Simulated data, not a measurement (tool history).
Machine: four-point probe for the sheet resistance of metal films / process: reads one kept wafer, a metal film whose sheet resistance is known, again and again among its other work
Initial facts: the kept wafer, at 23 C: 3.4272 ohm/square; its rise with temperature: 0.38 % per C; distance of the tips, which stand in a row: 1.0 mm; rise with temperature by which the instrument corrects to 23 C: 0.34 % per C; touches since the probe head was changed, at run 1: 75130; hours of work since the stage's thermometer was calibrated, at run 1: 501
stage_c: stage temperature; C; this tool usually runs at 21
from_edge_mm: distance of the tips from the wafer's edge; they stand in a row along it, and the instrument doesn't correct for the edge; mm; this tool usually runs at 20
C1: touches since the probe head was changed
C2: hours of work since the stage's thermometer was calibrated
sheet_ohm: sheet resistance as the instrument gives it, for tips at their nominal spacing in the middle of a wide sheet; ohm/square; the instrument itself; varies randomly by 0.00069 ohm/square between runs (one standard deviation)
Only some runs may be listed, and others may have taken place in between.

run 1 hour=0.0 | stage_c=21 from_edge_mm=20 | C1=75130 C2=501 | sheet_ohm=3.430807
run 2 hour=12.2 | stage_c=21 from_edge_mm=20 | C1=75686 C2=510 | sheet_ohm=3.429896
run 3 hour=26.8 | stage_c=21 from_edge_mm=20 | C1=76347 C2=521 | sheet_ohm=3.429302
run 4 hour=43.1 | stage_c=23 from_edge_mm=20 | C1=77087 C2=533 | sheet_ohm=3.431734
run 5 hour=53.0 | stage_c=21 from_edge_mm=20 | C1=77535 C2=540 | sheet_ohm=3.430142
run 6 hour=66.2 | stage_c=25 from_edge_mm=20 | C1=78133 C2=549 | sheet_ohm=3.435715
run 7 hour=84.7 | stage_c=25 from_edge_mm=20 | C1=78975 C2=563 | sheet_ohm=3.433978
run 8 hour=93.5 | stage_c=25 from_edge_mm=20 | C1=79375 C2=570 | sheet_ohm=3.435256
run 9 hour=108.6 | stage_c=25 from_edge_mm=20 | C1=80060 C2=581 | sheet_ohm=3.434802
run 10 hour=116.9 | stage_c=21 from_edge_mm=55 | C1=80436 C2=587 | sheet_ohm=3.424325
run 11 hour=132.1 | stage_c=21 from_edge_mm=55 | C1=81128 C2=598 | sheet_ohm=3.424415
run 12 hour=149.1 | stage_c=21 from_edge_mm=55 | C1=81899 C2=610 | sheet_ohm=3.425022
run 13 hour=166.4 | stage_c=30 from_edge_mm=11 | C1=82684 C2=623 | sheet_ohm=3.452960
run 14 hour=182.3 | stage_c=32 from_edge_mm=49 | C1=83405 C2=635 | sheet_ohm=3.441191
run 15 hour=199.9 | stage_c=32 from_edge_mm=49 | C1=84204 C2=648 | sheet_ohm=3.440440
run 16 hour=217.5 | stage_c=32 from_edge_mm=49 | C1=85004 C2=660 | sheet_ohm=3.439999
run 17 hour=227.5 | stage_c=25 from_edge_mm=20 | C1=85457 C2=668 | sheet_ohm=3.435063
run 18 hour=242.7 | stage_c=22 from_edge_mm=8 | C1=86148 C2=679 | sheet_ohm=3.455365
run 19 hour=255.0 | stage_c=22 from_edge_mm=8 | C1=86706 C2=688 | sheet_ohm=3.455650
run 20 hour=264.3 | stage_c=23 from_edge_mm=4 | C1=87128 C2=695 | sheet_ohm=3.539906
run 21 hour=274.7 | stage_c=22 from_edge_mm=33 | C1=87602 C2=702 | sheet_ohm=3.427320

Predict each of these 4 candidate next runs independently; none follows another, all start after run 21:
run A hour=291.9 | stage_c=25 from_edge_mm=20 | C1=88383 C2=715 | sheet_ohm=?
run B hour=291.9 | stage_c=21 from_edge_mm=20 | C1=88383 C2=715 | sheet_ohm=?
run C hour=291.9 | stage_c=25 from_edge_mm=20 | C1=88383 C2=715 | sheet_ohm=?
run D hour=291.9 | stage_c=20 from_edge_mm=6 | C1=88383 C2=715 | sheet_ohm=?

run=A sheet_ohm=3.434268
run=B sheet_ohm=3.431172
run=C sheet_ohm=3.436056
run=D sheet_ohm=3.473340
The same runs, with their run-to-run variation unchanged, on a tool lacking any hidden condition would have given:
run=A sheet_ohm=3.433929
run=B sheet_ohm=3.430835
run=C sheet_ohm=3.435717
run=D sheet_ohm=3.473000
